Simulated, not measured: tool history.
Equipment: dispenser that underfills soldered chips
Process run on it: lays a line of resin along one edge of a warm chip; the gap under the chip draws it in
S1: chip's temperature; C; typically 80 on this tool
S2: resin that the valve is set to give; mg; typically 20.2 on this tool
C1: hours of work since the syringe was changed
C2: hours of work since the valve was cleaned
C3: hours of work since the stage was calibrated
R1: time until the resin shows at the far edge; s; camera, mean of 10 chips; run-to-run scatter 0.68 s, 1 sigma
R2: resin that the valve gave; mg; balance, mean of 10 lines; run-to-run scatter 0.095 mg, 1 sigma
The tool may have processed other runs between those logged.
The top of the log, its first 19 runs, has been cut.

run    day  S1    S2  C1  C2   C3     R1     R2
     5.788  -- new syringe of resin
 20  5.788  68    23   0  43  228   84.3  21.84
     5.892  -- dispensing valve cleaned and set on the balance
 21  6.025  82  21.1   4   3  232   69.7  20.96
 22  6.408  85  18.9  11  10  239  103.7   18.9
     6.488  -- new syringe of resin
 23  6.604  94  20.6   2  13  242   46.7  20.58
 24  6.812  94  20.6   6  17  246   59.3  20.33
 25  7.071  75  20.6  11  22  251  144.8  20.24
     7.146  -- new syringe of resin
 26  7.371  75  20.6   4  28  257   91.8  20.08
 27  7.646  66  24.4   9  33  262  170.3  23.82
     7.783  -- new syringe of resin
 28  8.067  66  24.4   5  41  270  125.4   23.4
     8.288  -- dispensing valve cleaned and set on the balance
     8.479  -- new syringe of resin
 29  8.512  66  24.4   1   4  277   93.1  24.16
 30  8.733  66  24.4   5   8  281  125.2  24.22

Consider 3 possible next runs. They are alternatives, not a sequence: every one starts from the tool as it was left by run 30. What does each give?
  A  8.938  84  19.8   9  12  285   ?   ?
  B  8.938  66  19.1   9  12  285   ?   ?
  C  8.938  80  20.1   9  12  285   ?   ?

run     R1     R2
  A   95.5  19.64
  B  165.5  18.75
  C  106.3  19.89
Stripped of hidden state, with their random variation kept, the same runs would have yielded:
run    R1     R2
  A    54  19.88
  B  93.8  18.98
  C  60.1  20.13

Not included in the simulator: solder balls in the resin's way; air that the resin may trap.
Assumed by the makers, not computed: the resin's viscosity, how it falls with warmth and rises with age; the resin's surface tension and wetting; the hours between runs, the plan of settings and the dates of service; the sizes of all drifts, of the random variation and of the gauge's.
